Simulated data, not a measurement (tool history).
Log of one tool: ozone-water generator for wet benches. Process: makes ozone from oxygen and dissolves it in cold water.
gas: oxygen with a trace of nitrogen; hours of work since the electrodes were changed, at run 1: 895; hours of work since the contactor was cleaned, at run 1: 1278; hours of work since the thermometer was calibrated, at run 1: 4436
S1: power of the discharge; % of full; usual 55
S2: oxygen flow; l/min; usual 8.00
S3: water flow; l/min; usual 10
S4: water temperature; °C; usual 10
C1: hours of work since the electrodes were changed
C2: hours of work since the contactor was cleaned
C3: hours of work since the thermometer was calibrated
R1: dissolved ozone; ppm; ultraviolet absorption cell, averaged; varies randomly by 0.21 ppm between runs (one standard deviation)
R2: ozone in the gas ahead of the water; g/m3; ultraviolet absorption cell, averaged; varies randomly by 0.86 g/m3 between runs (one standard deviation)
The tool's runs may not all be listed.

run	hour	S1	S2	S3	S4	C1	C2	C3	R1	R2
1	0.0	55	8.00	10	10	895	1278	4436	30.9	140.2
2	34.8	55	8.00	10	10	918	1301	4459	30.3	139.5
3	65.2	55	8.00	10	10	938	1321	4479	30.7	141.0
4	100.2	55	7.64	10	10	962	1344	4502	30.8	144.3
5	137.0	62	8.00	10	10	986	1369	4526	32.3	150.2
6	173.8	62	8.00	10	10	1010	1393	4551	32.7	148.0
7	203.9	62	8.00	10	10	1030	1413	4571	32.7	149.4
8	231.9	55	8.00	10	10	1049	1431	4589	30.7	141.3
9	268.6	55	8.00	10	10	1073	1456	4613	30.7	139.0
10	305.2	55	8.00	10	10	1097	1480	4638	30.8	139.9
11	342.6	55	8.00	7	10	1122	1505	4662	36.2	139.7
12	396.6	55	8.00	7	10	1158	1540	4698	36.2	139.3
13	432.4	55	8.00	10	10	1181	1564	4722	30.1	137.6
14	464.7	55	8.00	10	10	1203	1585	4743	30.6	139.1
15	493.0	55	8.00	10	10	1221	1604	4762	30.6	138.8
16	536.0	55	8.00	10	17	1250	1633	4790	26.3	140.4
17	562.7	55	8.00	10	17	1267	1650	4808	25.9	139.7
18	597.3	55	8.00	10	17	1290	1673	4831	26.2	140.2
19	642.6	55	4.46	10	10	1320	1703	4861	36.5	208.4
20	686.7	56	6.03	10	5	1349	1732	4890	37.3	170.0
21	722.4	56	6.03	10	5	1373	1756	4914	36.7	174.1
22	747.6	45	5.67	7	5	1390	1773	4930	40.7	157.6
23	785.3	45	5.67	7	16	1415	1797	4955	32.3	156.8
24	826.2	45	5.52	7	16	1442	1825	4982	33.0	160.8
25	849.5	55	8.00	10	15	1457	1840	4998	27.1	138.9
26	873.3	41	7.03	10	9	1473	1856	5014	27.3	128.2
27	895.0	41	7.03	10	9	1487	1870	5028	27.1	128.3
28	920.2	55	8.00	9	12	1504	1887	5045	30.7	139.7
29	962.8	55	8.00	9	12	1532	1915	5073	31.0	139.9
30	1007.6	80	8.00	13	16	1562	1945	5102	28.3	173.7
31	1043.6	65	12.83	8	16	1586	1968	5126	26.0	111.1
32	1073.9	65	12.83	8	16	1606	1988	5146	26.1	111.4
# hour 1105.3: water thermometer calibrated
33	1109.7	55	8.00	10	5	1629	2012	3	33.6	139.3

Alternative continuations, all from the tool just after run 33; predict every row:
A	1160.8	56	8.00	13	8	1663	2046	37	?	?
B	1160.8	55	8.00	7	7	1663	2046	37	?	?
C	1160.8	41	8.00	10	5	1663	2046	37	?	?

run	R1	R2
A	27.3	141.6
B	39.0	137.5
C	28.7	118.2
Take away the tool's hidden state, keep each run's random variation, and the runs would have read:
run	R1	R2
A	27.3	141.6
B	39.1	137.6
C	28.7	118.2
